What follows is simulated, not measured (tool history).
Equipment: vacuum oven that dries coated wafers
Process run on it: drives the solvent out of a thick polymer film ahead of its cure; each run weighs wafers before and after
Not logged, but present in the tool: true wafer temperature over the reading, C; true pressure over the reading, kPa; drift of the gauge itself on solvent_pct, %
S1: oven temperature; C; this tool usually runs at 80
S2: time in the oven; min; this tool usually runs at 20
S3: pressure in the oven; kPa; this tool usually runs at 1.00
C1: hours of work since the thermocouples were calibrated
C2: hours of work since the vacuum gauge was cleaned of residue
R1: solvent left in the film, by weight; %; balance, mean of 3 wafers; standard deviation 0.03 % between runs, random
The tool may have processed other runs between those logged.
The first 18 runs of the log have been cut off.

{"run": 19, "hour": 298.4, "S1": 80, "S2": 12, "S3": 1.0, "C1": 442, "C2": 442, "R1": 3.61}
{"run": 20, "hour": 314.3, "S1": 80, "S2": 12, "S3": 1.0, "C1": 455, "C2": 455, "R1": 3.61}
{"run": 21, "hour": 328.5, "S1": 80, "S2": 12, "S3": 1.0, "C1": 466, "C2": 466, "R1": 3.61}
{"run": 22, "hour": 351.2, "S1": 80, "S2": 12, "S3": 1.0, "C1": 484, "C2": 484, "R1": 3.6}
{"run": 23, "hour": 362.8, "S1": 80, "S2": 20, "S3": 1.0, "C1": 493, "C2": 493, "R1": 1.58}
{"run": 24, "hour": 373.6, "S1": 82, "S2": 20, "S3": 0.91, "C1": 502, "C2": 502, "R1": 1.36}
{"run": 25, "hour": 385.3, "S1": 82, "S2": 20, "S3": 0.91, "C1": 511, "C2": 511, "R1": 1.27}
{"run": 26, "hour": 404.5, "S1": 88, "S2": 28, "S3": 0.64, "C1": 526, "C2": 526, "R1": 0.41}
{"run": 27, "hour": 422.1, "S1": 88, "S2": 28, "S3": 0.64, "C1": 540, "C2": 540, "R1": 0.41}
{"run": 28, "hour": 439.5, "S1": 88, "S2": 28, "S3": 0.64, "C1": 554, "C2": 554, "R1": 0.45}
{"run": 29, "hour": 457.6, "S1": 78, "S2": 19, "S3": 1.39, "C1": 569, "C2": 569, "R1": 2.39}
{"run": 30, "hour": 467.5, "S1": 77, "S2": 11, "S3": 0.51, "C1": 576, "C2": 576, "R1": 4.74}
{"run": 31, "hour": 481.3, "S1": 94, "S2": 29, "S3": 1.5, "C1": 587, "C2": 587, "R1": 0.6}
{"run": 32, "hour": 496.7, "S1": 91, "S2": 13, "S3": 1.37, "C1": 600, "C2": 600, "R1": 1.33}
{"run": 33, "hour": 509.3, "S1": 89, "S2": 18, "S3": 1.11, "C1": 610, "C2": 610, "R1": 0.93}
{"run": 34, "hour": 523.6, "S1": 81, "S2": 16, "S3": 1.25, "C1": 621, "C2": 621, "R1": 2.28}
{"run": 35, "hour": 543.0, "S1": 80, "S2": 35, "S3": 0.74, "C1": 636, "C2": 636, "R1": 0.74}
{"run": 36, "hour": 561.8, "S1": 80, "S2": 35, "S3": 0.74, "C1": 651, "C2": 651, "R1": 0.74}
{"run": 37, "hour": 584.7, "S1": 80, "S2": 15, "S3": 0.68, "C1": 670, "C2": 670, "R1": 2.43}
{"run": 38, "hour": 600.8, "S1": 80, "S2": 15, "S3": 0.68, "C1": 682, "C2": 682, "R1": 2.49}
{"run": 39, "hour": 624.1, "S1": 65, "S2": 25, "S3": 1.0, "C1": 701, "C2": 701, "R1": 4.41}
{"run": 40, "hour": 636.2, "S1": 81, "S2": 25, "S3": 1.28, "C1": 711, "C2": 711, "R1": 1.29}
{"run": 41, "hour": 659.6, "S1": 71, "S2": 16, "S3": 1.18, "C1": 729, "C2": 729, "R1": 5.03}
{"run": 42, "hour": 678.9, "S1": 78, "S2": 11, "S3": 1.18, "C1": 744, "C2": 744, "R1": 4.97}

Run 43 has not been measured yet. What should we expect?
{"run": 43, "hour": 690.7, "S1": 80, "S2": 17, "S3": 1.0, "C1": 754, "C2": 754, "R1": "?"}

R1: 2.23 %
With no hidden state in the tool, this same run would have given R1 1.99 %.
